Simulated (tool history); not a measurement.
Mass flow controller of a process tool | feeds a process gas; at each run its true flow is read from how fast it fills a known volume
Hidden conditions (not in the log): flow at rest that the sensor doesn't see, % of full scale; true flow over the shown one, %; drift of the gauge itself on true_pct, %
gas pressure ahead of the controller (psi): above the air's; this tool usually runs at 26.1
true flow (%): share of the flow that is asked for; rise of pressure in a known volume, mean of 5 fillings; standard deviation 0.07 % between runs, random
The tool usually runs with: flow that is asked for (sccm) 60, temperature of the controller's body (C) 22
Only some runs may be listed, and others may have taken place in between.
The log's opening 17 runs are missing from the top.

run      day  flow that is asked for (sccm)  gas pressure ahead of the controller (psi)  temperature of the controller's body (C)  hours of work since the controller was set to zero  hours of work since the controller was changed  true flow (%)
 18  173.546                             53                                        26.1                                        22                                                6450                                            6450          98.92
 19  182.421                             60                                        26.1                                        22                                                6564                                            6564          99.11
 20  195.254                             60                                        26.1                                        22                                                6728                                            6728          99.06
 21  207.629                             60                                        26.1                                        22                                                6887                                            6887          99.01
 22  214.992                             60                                        26.1                                        22                                                6982                                            6982          99.08
 23  224.208                             60                                        26.1                                        27                                                7101                                            7101          99.58
 24  235.312                             23                                        38.4                                        30                                                7243                                            7243          98.83
 25  249.654                             26                                        26.1                                        27                                                7428                                            7428          98.91
 26  264.304                             60                                        26.1                                        27                                                7616                                            7616          99.64
 27  277.621                             60                                        26.1                                        27                                                7787                                            7787          99.58
 28  285.729                             60                                        26.1                                        27                                                7891                                            7891          99.48
 29  299.296                             59                                        26.1                                        23                                                8065                                            8065          99.20
 30  309.388                             46                                        35.8                                        23                                                8195                                            8195          98.64
 31  315.758                             68                                        36.7                                        22                                                8277                                            8277          99.02
     321.904  -- controller's zero set anew
 32  323.438                             68                                        36.7                                        22                                                  20                                            8375          98.92
 33  333.129                             60                                        23.2                                        22                                                 144                                            8500          98.93
 34  340.575                             60                                        23.2                                        22                                                 240                                            8596          99.17
 35  347.800                             15                                        23.2                                        22                                                 333                                            8688          98.41

Expected results for the next run?
 36  361.892                             37                                        31.3                                        28                                                 514                                            8870              ?

true flow (%): 99.20
On a tool with no hidden condition, and with the same random variation, this run would have come out at true flow (%) 99.19.

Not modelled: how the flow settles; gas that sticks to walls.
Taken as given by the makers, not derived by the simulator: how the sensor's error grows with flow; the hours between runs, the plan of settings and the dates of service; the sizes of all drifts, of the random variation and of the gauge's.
